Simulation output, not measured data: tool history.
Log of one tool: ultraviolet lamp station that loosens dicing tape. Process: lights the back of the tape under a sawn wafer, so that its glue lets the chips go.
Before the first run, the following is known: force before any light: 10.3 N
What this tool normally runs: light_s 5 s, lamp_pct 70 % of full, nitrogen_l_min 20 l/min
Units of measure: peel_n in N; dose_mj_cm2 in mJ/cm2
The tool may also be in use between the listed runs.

{"run": 1, "hour": 0.0, "light_s": 5, "lamp_pct": 70, "nitrogen_l_min": 20, "peel_n": 1.498, "dose_mj_cm2": 458}
{"run": 2, "hour": 14.2, "light_s": 5, "lamp_pct": 70, "nitrogen_l_min": 17, "peel_n": 1.693, "dose_mj_cm2": 458}
{"run": 3, "hour": 22.8, "light_s": 5, "lamp_pct": 70, "nitrogen_l_min": 20, "peel_n": 1.521, "dose_mj_cm2": 463}
{"run": 4, "hour": 31.0, "light_s": 5, "lamp_pct": 70, "nitrogen_l_min": 20, "peel_n": 1.516, "dose_mj_cm2": 456}
{"run": 5, "hour": 44.8, "light_s": 5, "lamp_pct": 70, "nitrogen_l_min": 20, "peel_n": 1.535, "dose_mj_cm2": 459}
{"run": 6, "hour": 61.2, "light_s": 5, "lamp_pct": 70, "nitrogen_l_min": 20, "peel_n": 1.509, "dose_mj_cm2": 464}
{"run": 7, "hour": 77.2, "light_s": 5, "lamp_pct": 70, "nitrogen_l_min": 9, "peel_n": 2.493, "dose_mj_cm2": 462}
{"run": 8, "hour": 93.8, "light_s": 5, "lamp_pct": 70, "nitrogen_l_min": 9, "peel_n": 2.515, "dose_mj_cm2": 457}
{"run": 9, "hour": 102.9, "light_s": 5, "lamp_pct": 70, "nitrogen_l_min": 9, "peel_n": 2.484, "dose_mj_cm2": 464}
{"run": 10, "hour": 111.7, "light_s": 5, "lamp_pct": 79, "nitrogen_l_min": 9, "peel_n": 2.161, "dose_mj_cm2": 518}
{"run": 11, "hour": 122.5, "light_s": 5, "lamp_pct": 79, "nitrogen_l_min": 9, "peel_n": 2.139, "dose_mj_cm2": 521}
{"run": 12, "hour": 136.2, "light_s": 5, "lamp_pct": 79, "nitrogen_l_min": 26, "peel_n": 0.959, "dose_mj_cm2": 520}
{"run": 13, "hour": 147.9, "light_s": 5, "lamp_pct": 79, "nitrogen_l_min": 26, "peel_n": 0.984, "dose_mj_cm2": 520}
{"run": 14, "hour": 163.3, "light_s": 5, "lamp_pct": 79, "nitrogen_l_min": 26, "peel_n": 1.013, "dose_mj_cm2": 517}
{"run": 15, "hour": 173.0, "light_s": 5, "lamp_pct": 70, "nitrogen_l_min": 20, "peel_n": 1.491, "dose_mj_cm2": 456}
{"run": 16, "hour": 187.0, "light_s": 5, "lamp_pct": 70, "nitrogen_l_min": 20, "peel_n": 1.507, "dose_mj_cm2": 464}
{"run": 17, "hour": 197.1, "light_s": 6, "lamp_pct": 74, "nitrogen_l_min": 20, "peel_n": 0.937, "dose_mj_cm2": 585}
{"run": 18, "hour": 210.2, "light_s": 4, "lamp_pct": 66, "nitrogen_l_min": 9, "peel_n": 3.545, "dose_mj_cm2": 348}
{"run": 19, "hour": 220.8, "light_s": 5, "lamp_pct": 90, "nitrogen_l_min": 7, "peel_n": 2.052, "dose_mj_cm2": 590}
{"run": 20, "hour": 229.8, "light_s": 2, "lamp_pct": 70, "nitrogen_l_min": 20, "peel_n": 4.747, "dose_mj_cm2": 187}
{"run": 21, "hour": 245.4, "light_s": 5, "lamp_pct": 91, "nitrogen_l_min": 10, "peel_n": 1.543, "dose_mj_cm2": 597}
{"run": 22, "hour": 255.4, "light_s": 5, "lamp_pct": 91, "nitrogen_l_min": 9, "peel_n": 1.704, "dose_mj_cm2": 597}
{"run": 23, "hour": 270.7, "light_s": 5, "lamp_pct": 91, "nitrogen_l_min": 9, "peel_n": 1.748, "dose_mj_cm2": 598}
{"run": 24, "hour": 287.4, "light_s": 4, "lamp_pct": 89, "nitrogen_l_min": 29, "peel_n": 1.138, "dose_mj_cm2": 463}
{"run": 25, "hour": 298.0, "light_s": 5, "lamp_pct": 87, "nitrogen_l_min": 12, "peel_n": 1.493, "dose_mj_cm2": 572}
{"run": 26, "hour": 306.5, "light_s": 5, "lamp_pct": 87, "nitrogen_l_min": 12, "peel_n": 1.474, "dose_mj_cm2": 565}
{"run": 27, "hour": 313.6, "light_s": 2, "lamp_pct": 73, "nitrogen_l_min": 7, "peel_n": 6.149, "dose_mj_cm2": 192}
{"run": 28, "hour": 324.8, "light_s": 4, "lamp_pct": 89, "nitrogen_l_min": 21, "peel_n": 1.388, "dose_mj_cm2": 462}
{"run": 29, "hour": 338.9, "light_s": 4, "lamp_pct": 76, "nitrogen_l_min": 10, "peel_n": 2.794, "dose_mj_cm2": 400}
{"run": 30, "hour": 353.0, "light_s": 4, "lamp_pct": 76, "nitrogen_l_min": 10, "peel_n": 2.832, "dose_mj_cm2": 398}
{"run": 31, "hour": 369.6, "light_s": 4, "lamp_pct": 76, "nitrogen_l_min": 10, "peel_n": 2.918, "dose_mj_cm2": 402}

3 options for the next run, each taken on its own from the tool as it stands now. Forecast them:
{"run": "A", "hour": 385.1, "light_s": 5, "lamp_pct": 81, "nitrogen_l_min": 26, "peel_n": "?", "dose_mj_cm2": "?"}
{"run": "B", "hour": 385.1, "light_s": 8, "lamp_pct": 60, "nitrogen_l_min": 34, "peel_n": "?", "dose_mj_cm2": "?"}
{"run": "C", "hour": 385.1, "light_s": 5, "lamp_pct": 62, "nitrogen_l_min": 16, "peel_n": "?", "dose_mj_cm2": "?"}

run=A peel_n=0.951 dose_mj_cm2=529
run=B peel_n=0.504 dose_mj_cm2=624
run=C peel_n=2.083 dose_mj_cm2=414
Take away the tool's hidden state, keep each run's random variation, and the runs would have read:
run=A peel_n=0.949 dose_mj_cm2=529
run=B peel_n=0.503 dose_mj_cm2=624
run=C peel_n=2.080 dose_mj_cm2=414

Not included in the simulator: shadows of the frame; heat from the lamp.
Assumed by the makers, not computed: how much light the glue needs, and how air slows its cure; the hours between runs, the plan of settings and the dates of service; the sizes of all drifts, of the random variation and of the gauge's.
